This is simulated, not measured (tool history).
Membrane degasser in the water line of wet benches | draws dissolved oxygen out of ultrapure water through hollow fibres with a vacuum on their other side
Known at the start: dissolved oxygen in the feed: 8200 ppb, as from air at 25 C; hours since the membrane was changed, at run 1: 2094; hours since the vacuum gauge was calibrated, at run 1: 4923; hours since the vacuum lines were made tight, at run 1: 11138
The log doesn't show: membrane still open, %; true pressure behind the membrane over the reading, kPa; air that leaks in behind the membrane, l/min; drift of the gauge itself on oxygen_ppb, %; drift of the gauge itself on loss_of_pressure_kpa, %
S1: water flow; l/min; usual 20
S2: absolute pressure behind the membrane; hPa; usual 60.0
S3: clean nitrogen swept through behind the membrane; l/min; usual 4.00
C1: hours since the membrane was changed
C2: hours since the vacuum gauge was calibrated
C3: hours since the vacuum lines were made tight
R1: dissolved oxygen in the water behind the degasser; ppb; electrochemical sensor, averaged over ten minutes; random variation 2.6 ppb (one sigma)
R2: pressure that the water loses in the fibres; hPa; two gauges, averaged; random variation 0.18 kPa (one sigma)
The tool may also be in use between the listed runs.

| run | day | S1 | S2 | S3 | C1 | C2 | C3 | R1 | R2 |
|---|---|---|---|---|---|---|---|---|---|
| 1 | 0.000 | 20 | 60.0 | 4.00 | 2094 | 4923 | 11138 | 255.0 | 326.5 |
| 2 | 2.004 | 20 | 60.0 | 4.00 | 2142 | 4972 | 11186 | 256.6 | 329.4 |
| 3 | 5.333 | 20 | 63.2 | 4.00 | 2222 | 5051 | 11266 | 258.6 | 329.2 |
| 4 | 7.317 | 20 | 63.2 | 4.00 | 2270 | 5099 | 11314 | 259.3 | 330.0 |
| 5 | 9.896 | 20 | 63.2 | 4.00 | 2331 | 5161 | 11375 | 262.3 | 329.0 |
| 6 | 12.338 | 20 | 63.2 | 4.00 | 2390 | 5220 | 11434 | 258.0 | 327.4 |
| 7 | 14.125 | 20 | 60.0 | 4.00 | 2433 | 5262 | 11477 | 254.2 | 330.1 |
| 8 | 17.704 | 20 | 60.0 | 4.00 | 2519 | 5348 | 11563 | 257.7 | 330.1 |
| 9 | 20.746 | 20 | 126.5 | 4.00 | 2592 | 5421 | 11636 | 334.7 | 326.9 |
| 10 | 23.846 | 20 | 126.5 | 8.79 | 2666 | 5496 | 11710 | 277.0 | 331.1 |
| 11 | 25.912 | 20 | 60.0 | 4.00 | 2716 | 5545 | 11760 | 255.5 | 331.8 |
| 12 | 28.496 | 20 | 60.0 | 4.00 | 2778 | 5607 | 11822 | 249.8 | 330.5 |
| 13 | 30.062 | 20 | 60.0 | 4.00 | 2816 | 5645 | 11859 | 260.7 | 330.8 |
| 14 | 32.417 | 20 | 69.6 | 4.00 | 2872 | 5701 | 11916 | 264.9 | 333.2 |
| 15 | 35.725 | 20 | 69.6 | 4.00 | 2951 | 5781 | 11995 | 270.8 | 333.7 |
| 16 | 38.179 | 15 | 60.0 | 4.00 | 3010 | 5840 | 12054 | 130.5 | 250.0 |
| 17 | 40.250 | 15 | 60.0 | 4.00 | 3060 | 5889 | 12104 | 127.5 | 250.3 |
| 18 | 43.833 | 20 | 92.7 | 1.83 | 3146 | 5975 | 12190 | 368.5 | 335.0 |
| 19 | 46.225 | 20 | 92.7 | 1.83 | 3203 | 6033 | 12247 | 373.4 | 334.6 |
| 20 | 49.629 | 21 | 52.3 | 5.32 | 3285 | 6115 | 12329 | 270.4 | 349.5 |
| 21 | 51.596 | 20 | 96.6 | 8.98 | 3332 | 6162 | 12376 | 253.4 | 332.2 |
| 22 | 55.171 | 20 | 60.0 | 1.75 | 3418 | 6248 | 12462 | 288.1 | 336.0 |
| 23 | 58.546 | 20 | 60.0 | 1.75 | 3499 | 6329 | 12543 | 298.7 | 338.0 |
| 24 | 61.196 | 20 | 60.0 | 1.75 | 3563 | 6392 | 12607 | 297.5 | 337.5 |
|  | 61.950 | gauge calibrated |
| 25 | 63.333 | 20 | 83.0 | 5.12 | 3614 | 6444 | 12658 | 273.0 | 328.3 |
| 26 | 65.725 | 20 | 144.7 | 8.05 | 3671 | 6501 | 12715 | 289.1 | 327.6 |
| 27 | 68.175 | 20 | 36.3 | 4.00 | 3730 | 6560 | 12774 | 236.0 | 325.8 |
| 28 | 71.608 | 20 | 36.3 | 4.00 | 3813 | 6642 | 12857 | 229.0 | 329.2 |
| 29 | 74.817 | 20 | 36.3 | 4.00 | 3890 | 6719 | 12934 | 226.6 | 329.6 |
| 30 | 76.829 | 29 | 100.2 | 4.00 | 3938 | 6767 | 12982 | 599.3 | 478.7 |
| 31 | 78.504 | 21 | 60.0 | 3.84 | 3978 | 6808 | 13022 | 286.6 | 344.9 |
| 32 | 81.450 | 19 | 121.7 | 3.48 | 4049 | 6878 | 13093 | 306.6 | 313.3 |

3 ways to go on from here, each from the tool as it stands after run 32. What would each give?
| A | 83.146 | 16 | 60.0 | 4.00 | 4090 | 6919 | 13133 | ? | ? |
| B | 83.146 | 15 | 71.0 | 2.19 | 4090 | 6919 | 13133 | ? | ? |
| C | 83.146 | 31 | 118.5 | 2.39 | 4090 | 6919 | 13133 | ? | ? |

| run | R1 | R2 |
|---|---|---|
| A | 152.6 | 266.6 |
| B | 167.6 | 247.2 |
| C | 809.5 | 513.2 |
Without the tool's hidden state the same runs would have given:
| run | R1 | R2 |
|---|---|---|
| A | 152.5 | 263.8 |
| B | 167.5 | 244.7 |
| C | 809.3 | 507.9 |
